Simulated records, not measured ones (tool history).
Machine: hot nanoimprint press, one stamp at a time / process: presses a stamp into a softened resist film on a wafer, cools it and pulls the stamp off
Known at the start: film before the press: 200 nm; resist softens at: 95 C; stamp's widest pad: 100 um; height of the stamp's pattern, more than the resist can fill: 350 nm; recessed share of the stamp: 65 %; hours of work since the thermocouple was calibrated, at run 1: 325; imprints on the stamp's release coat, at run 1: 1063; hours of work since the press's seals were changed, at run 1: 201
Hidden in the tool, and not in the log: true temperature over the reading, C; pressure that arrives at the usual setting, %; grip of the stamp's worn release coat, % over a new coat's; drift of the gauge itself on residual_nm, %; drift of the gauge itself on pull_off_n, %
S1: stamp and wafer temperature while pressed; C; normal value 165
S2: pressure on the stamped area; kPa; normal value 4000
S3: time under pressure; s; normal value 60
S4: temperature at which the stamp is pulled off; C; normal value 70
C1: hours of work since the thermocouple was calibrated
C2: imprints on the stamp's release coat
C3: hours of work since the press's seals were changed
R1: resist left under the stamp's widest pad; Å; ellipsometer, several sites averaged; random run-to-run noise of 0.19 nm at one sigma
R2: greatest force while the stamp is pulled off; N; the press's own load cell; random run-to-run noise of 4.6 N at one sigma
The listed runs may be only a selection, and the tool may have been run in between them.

{"run": 1, "day": 0.0, "S1": 165, "S2": 4000, "S3": 60, "S4": 70, "C1": 325, "C2": 1063, "C3": 201, "R1": 818, "R2": 284}
{"run": 2, "day": 0.662, "S1": 165, "S2": 4000, "S3": 60, "S4": 70, "C1": 335, "C2": 1096, "C3": 211, "R1": 819, "R2": 277}
{"day": 0.842, "done": "plate thermocouple calibrated"}
{"run": 3, "day": 1.304, "S1": 165, "S2": 4000, "S3": 60, "S4": 70, "C1": 7, "C2": 1121, "C3": 219, "R1": 858, "R2": 296}
{"day": 1.996, "done": "stamp cleaned and given a new release coat"}
{"run": 4, "day": 2.45, "S1": 165, "S2": 4000, "S3": 60, "S4": 76, "C1": 20, "C2": 22, "C3": 232, "R1": 855, "R2": 191}
{"run": 5, "day": 3.454, "S1": 165, "S2": 4000, "S3": 60, "S4": 76, "C1": 36, "C2": 72, "C3": 248, "R1": 854, "R2": 199}
{"run": 6, "day": 4.004, "S1": 165, "S2": 4000, "S3": 60, "S4": 76, "C1": 44, "C2": 99, "C3": 256, "R1": 855, "R2": 193}
{"run": 7, "day": 4.783, "S1": 165, "S2": 4000, "S3": 60, "S4": 76, "C1": 56, "C2": 137, "C3": 268, "R1": 855, "R2": 192}
{"run": 8, "day": 5.738, "S1": 165, "S2": 4000, "S3": 60, "S4": 70, "C1": 70, "C2": 184, "C3": 282, "R1": 854, "R2": 239}
{"run": 9, "day": 6.633, "S1": 165, "S2": 4000, "S3": 60, "S4": 70, "C1": 84, "C2": 228, "C3": 296, "R1": 849, "R2": 238}
{"run": 10, "day": 7.071, "S1": 165, "S2": 4000, "S3": 55, "S4": 70, "C1": 90, "C2": 250, "C3": 302, "R1": 879, "R2": 242}
{"run": 11, "day": 7.546, "S1": 164, "S2": 5340, "S3": 60, "S4": 70, "C1": 97, "C2": 273, "C3": 309, "R1": 780, "R2": 243}
{"run": 12, "day": 8.3, "S1": 164, "S2": 5340, "S3": 60, "S4": 70, "C1": 109, "C2": 310, "C3": 321, "R1": 777, "R2": 241}
{"run": 13, "day": 9.267, "S1": 164, "S2": 5340, "S3": 60, "S4": 70, "C1": 123, "C2": 358, "C3": 335, "R1": 778, "R2": 249}
{"run": 14, "day": 9.788, "S1": 175, "S2": 4000, "S3": 60, "S4": 74, "C1": 131, "C2": 384, "C3": 343, "R1": 543, "R2": 224}
{"run": 15, "day": 10.675, "S1": 170, "S2": 4380, "S3": 60, "S4": 72, "C1": 144, "C2": 428, "C3": 356, "R1": 648, "R2": 234}
{"run": 16, "day": 11.225, "S1": 170, "S2": 4380, "S3": 60, "S4": 72, "C1": 153, "C2": 455, "C3": 365, "R1": 648, "R2": 233}
{"run": 17, "day": 11.879, "S1": 169, "S2": 4000, "S3": 59, "S4": 67, "C1": 163, "C2": 487, "C3": 375, "R1": 711, "R2": 276}
{"run": 18, "day": 12.362, "S1": 169, "S2": 4000, "S3": 37, "S4": 57, "C1": 170, "C2": 511, "C3": 382, "R1": 857, "R2": 341}
{"run": 19, "day": 13.146, "S1": 165, "S2": 4990, "S3": 60, "S4": 70, "C1": 182, "C2": 549, "C3": 394, "R1": 763, "R2": 255}

Run 20 is up next; what results do you expect?
{"run": 20, "day": 13.771, "S1": 157, "S2": 4990, "S3": 116, "S4": 62, "C1": 191, "C2": 580, "C3": 403, "R1": "?", "R2": "?"}

Run 20 measured R1 864 Å, R2 324 N.
Had the tool carried no hidden state, the very same run would have given R1 871 Å, R2 285 N.
